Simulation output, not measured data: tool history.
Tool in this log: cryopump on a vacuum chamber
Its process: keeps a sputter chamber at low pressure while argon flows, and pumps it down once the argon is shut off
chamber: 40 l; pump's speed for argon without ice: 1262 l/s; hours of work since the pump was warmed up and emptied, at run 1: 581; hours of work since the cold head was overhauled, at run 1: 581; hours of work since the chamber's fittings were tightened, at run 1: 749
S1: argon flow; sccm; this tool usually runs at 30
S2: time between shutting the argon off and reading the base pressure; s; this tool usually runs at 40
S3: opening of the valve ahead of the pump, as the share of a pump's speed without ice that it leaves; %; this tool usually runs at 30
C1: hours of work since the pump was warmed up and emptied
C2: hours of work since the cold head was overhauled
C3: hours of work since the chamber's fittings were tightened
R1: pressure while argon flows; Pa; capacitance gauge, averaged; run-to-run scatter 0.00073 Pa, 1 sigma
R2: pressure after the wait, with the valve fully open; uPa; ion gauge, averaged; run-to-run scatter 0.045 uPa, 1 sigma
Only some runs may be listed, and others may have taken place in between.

run,hour,S1,S2,S3,C1,C2,C3,R1,R2
1,0.0,30,40,30,581,581,749,0.1394,3.48
2,65.3,13,40,30,635,635,803,0.0599,3.44
3,139.3,30,40,30,695,695,863,0.1380,3.51
4,191.5,30,40,30,738,738,906,0.1398,3.69
5,261.4,30,40,30,795,795,964,0.1417,3.79
# hour 322.1: pump warmed up, emptied and cooled again
6,335.8,30,40,30,11,852,1021,0.1333,3.66
7,383.5,30,35,30,50,892,1060,0.1334,4.07
8,438.6,30,35,30,96,937,1105,0.1364,4.05
9,516.1,30,151,30,159,1000,1169,0.1355,2.09
10,589.4,30,151,30,219,1061,1229,0.1352,2.11
11,673.3,30,71,30,288,1129,1298,0.1360,2.94
12,757.2,30,71,30,357,1198,1366,0.1367,2.95
13,818.6,58,40,30,407,1249,1417,0.2667,4.10
14,902.1,30,52,30,476,1317,1485,0.1376,3.69
15,961.0,30,40,18,524,1366,1534,0.2269,4.34
16,1044.5,30,40,18,593,1434,1602,0.2278,4.36
17,1121.9,30,40,16,656,1498,1666,0.2578,4.49
18,1201.1,30,35,16,721,1563,1731,0.2570,4.91
19,1258.2,20,27,22,768,1609,1778,0.1264,6.01
# hour 1355.6: pump warmed up, emptied and cooled again
20,1356.6,20,27,22,1,1686,1854,0.1212,5.52
21,1416.0,20,27,22,50,1735,1903,0.1217,5.59
22,1482.4,24,287,22,104,1789,1957,0.1485,2.51
23,1556.4,29,221,26,165,1850,2018,0.1502,2.66
24,1633.8,29,31,26,228,1913,2082,0.1516,5.42
25,1699.0,29,31,26,282,1967,2135,0.1513,5.43
26,1751.0,38,31,56,324,2010,2178,0.0963,5.65
27,1845.2,38,63,17,402,2087,2255,0.3027,4.18
28,1892.6,38,63,17,441,2126,2294,0.3059,4.11
29,1947.3,38,63,17,486,2171,2339,0.3063,4.33
30,2012.4,14,254,30,539,2224,2392,0.0645,3.25
31,2055.2,34,191,30,574,2259,2427,0.1576,3.36
32,2147.8,23,61,23,650,2335,2503,0.1380,4.54
33,2206.8,30,204,32,699,2384,2552,0.1315,3.43

Here are 5 independent what-if runs from the current tool condition. What would each one return?
A,2288.5,59,36,20,766,2451,2619,?,?
B,2288.5,12,40,30,766,2451,2619,?,?
C,2288.5,16,274,52,766,2451,2619,?,?
D,2288.5,44,40,41,766,2451,2619,?,?
E,2288.5,30,39,30,766,2451,2619,?,?

run,R1,R2
A,0.4084,5.79
B,0.0574,5.57
C,0.0453,3.51
D,0.1543,5.59
E,0.1410,5.62
Without the tool's unlogged condition, the same runs would have read:
run,R1,R2
A,0.3942,2.87
B,0.0546,2.63
C,0.0414,0.60
D,0.1437,2.64
E,0.1338,2.69
